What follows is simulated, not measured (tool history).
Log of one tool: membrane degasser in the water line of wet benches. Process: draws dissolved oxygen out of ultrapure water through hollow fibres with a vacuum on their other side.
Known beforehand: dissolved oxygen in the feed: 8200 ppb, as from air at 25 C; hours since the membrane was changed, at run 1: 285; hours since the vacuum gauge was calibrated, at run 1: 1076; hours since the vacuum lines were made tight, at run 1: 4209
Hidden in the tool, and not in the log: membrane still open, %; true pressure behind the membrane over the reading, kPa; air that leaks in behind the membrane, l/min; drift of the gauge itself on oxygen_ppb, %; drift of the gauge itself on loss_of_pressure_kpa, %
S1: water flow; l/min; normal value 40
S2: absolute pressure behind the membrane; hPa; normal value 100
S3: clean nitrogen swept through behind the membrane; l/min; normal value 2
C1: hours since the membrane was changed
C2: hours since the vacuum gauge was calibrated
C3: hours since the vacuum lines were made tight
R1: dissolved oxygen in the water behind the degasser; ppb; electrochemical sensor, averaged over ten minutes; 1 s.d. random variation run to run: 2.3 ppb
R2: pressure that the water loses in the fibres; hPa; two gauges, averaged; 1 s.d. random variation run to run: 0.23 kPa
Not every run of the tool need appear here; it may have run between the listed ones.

run   hour  S1   S2    S3    C1    C2    C3     R1     R2
  1      0  40  100     2   285  1076  4209  314.2  575.7
  2   43.9  25  100     2   329  1120  4252  204.6  359.8
  3   65.3  25  100     2   350  1142  4274  206.1  357.6
  4   92.9  25  100     2   378  1169  4301  205.6  357.9
  5  116.9  25  100     2   402  1193  4325  205.1  360.5
  6  139.8  40   63     2   424  1216  4348  154.7  579.8
  7  165.4  40   63     2   450  1242  4374  157.9  578.7
  8  210.9  40   63     2   496  1287  4419  157.3  579.4
  9  241.9  40  100     2   527  1318  4451  316.1  577.5
 10  286.3  40  100     2   571  1362  4495  314.2  578.2
 11  317.5  40  100     2   602  1394  4526  313.3  577.6
 12  359.6  40  100     2   644  1436  4568  314.7  577.6
 13    393  41  100     2   678  1469  4602  325.6  595.1
 14  415.6  41  100     2   700  1492  4624  322.6  590.5
 15  461.3  61   69     2   746  1537  4670  273.5  879.9
     488.7  -- seals of the vacuum lines changed
 16  510.9  60  241  5.51   794  1585    22  545.7  877.4
 17  542.9  57  241   2.7   826  1617    54  908.6    825
 18  575.4  40  100  1.43   858  1650    87  413.4  580.5
 19  599.2  37  148  1.43   882  1673   111    631  533.6
 20  622.8  37  148  1.43   905  1697   134  627.2  535.5
 21  665.4  40  157  1.81   948  1740   177  587.4  577.6
 22  697.8  53  100  5.24   980  1772   209    192  767.3
 23  729.9  40  100   0.9  1013  1804   241  580.3  581.3
 24  751.6  50   95  1.62  1034  1826   263  424.8  724.1
 25  772.5  39  147  2.03  1055  1847   284  485.4  564.7
 26  818.2  40   63  3.87  1101  1892   330   95.5  582.6
 27  858.1  40   63  3.87  1141  1932   369   94.9  578.1

Below are 4 alternative next runs, each starting from the tool's condition after run 27. Predict each:
  A  889.5  40  214  2.97  1172  1964  401   ?   ?
  B  889.5  40  163  3.43  1172  1964  401   ?   ?
  C  889.5  25   77     2  1172  1964  401   ?   ?
  D  889.5  34  192  3.87  1172  1964  401   ?   ?

run     R1     R2
  A  543.5  580.7
  B  370.2    581
  C  138.6  362.1
  D  338.7  493.6
With no hidden state in the tool, these same runs would have given:
run     R1     R2
  A  537.3  571.8
  B  364.4  572.2
  C  133.5  356.6
  D    334    486
